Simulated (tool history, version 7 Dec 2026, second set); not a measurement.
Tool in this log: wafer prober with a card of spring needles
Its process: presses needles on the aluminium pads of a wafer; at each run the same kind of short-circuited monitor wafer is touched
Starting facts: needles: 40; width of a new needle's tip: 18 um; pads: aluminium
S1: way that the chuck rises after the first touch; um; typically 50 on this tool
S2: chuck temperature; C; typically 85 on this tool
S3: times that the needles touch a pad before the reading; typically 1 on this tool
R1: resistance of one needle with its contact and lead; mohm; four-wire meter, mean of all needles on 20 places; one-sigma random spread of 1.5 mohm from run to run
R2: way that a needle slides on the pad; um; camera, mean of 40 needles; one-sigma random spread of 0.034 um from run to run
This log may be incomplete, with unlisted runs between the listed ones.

Run 1, hour 0.0: usual settings. Result: R1 205 mohm, R2 7.12 um.
At hour 2.7: tips cleaned on abrasive film.
Run 2, hour 12.1: usual settings. Result: R1 200 mohm, R2 7.07 um.
At hour 15.8: tips cleaned on abrasive film.
Run 3, hour 23.2: usual settings. Result: R1 190 mohm, R2 7.07 um.
At hour 29.1: tips cleaned on abrasive film.
Run 4, hour 36.9: usual settings. Result: R1 194 mohm, R2 7.06 um.
At hour 42.2: tips cleaned on abrasive film.
Run 5, hour 52.9: usual settings. Result: R1 206 mohm, R2 7.03 um.
At hour 55.4: tips cleaned on abrasive film.
Run 6, hour 64.3: usual settings but S1 33 um. Result: R1 292 mohm, R2 4.69 um.
At hour 69.1: tips cleaned on abrasive film.
At hour 82.4: tips cleaned on abrasive film.
Run 7, hour 82.4: usual settings but S3 2. Result: R1 138 mohm, R2 7.01 um.
At hour 95.6: tips cleaned on abrasive film.
Run 8, hour 97.4: usual settings but S3 2. Result: R1 150 mohm, R2 7.06 um.
At hour 109.3: tips cleaned on abrasive film.
Run 9, hour 109.3: usual settings but S3 2. Result: R1 141 mohm, R2 7.01 um.
Run 10, hour 118.2: usual settings but S1 66 um, S2 43 C. Result: R1 168 mohm, R2 9.27 um.
At hour 122.2: tips cleaned on abrasive film.
Run 11, hour 132.8: usual settings but S1 69 um, S2 94 C. Result: R1 172 mohm, R2 9.69 um.
At hour 135.5: tips cleaned on abrasive film.
At hour 149.6: tips cleaned on abrasive film.
Run 12, hour 149.6: usual settings but S1 40 um, S2 97 C, S3 2. Result: R1 152 mohm, R2 5.55 um.

Alternative continuations, all from the tool just after run 12; predict every row:
Run A, hour 161.6: usual settings but S2 81 C, S3 2. Result: R1 ?, R2 ?.
Run B, hour 161.6: usual settings but S2 39 C, S3 3. Result: R1 ?, R2 ?.
Run C, hour 161.6: usual settings but S1 39 um, S2 30 C. Result: R1 ?, R2 ?.
Run D, hour 161.6: usual settings but S1 41 um. Result: R1 ?, R2 ?.

run   R1    R2
  A  188  6.99
  B  159  6.94
  C  276  5.40
  D  260  5.70
With the hidden condition removed and each run's random variation left untouched, the same runs would have given:
run   R1    R2
  A  137  7.13
  B  126  7.07
  C  130  5.53
  D  138  5.83
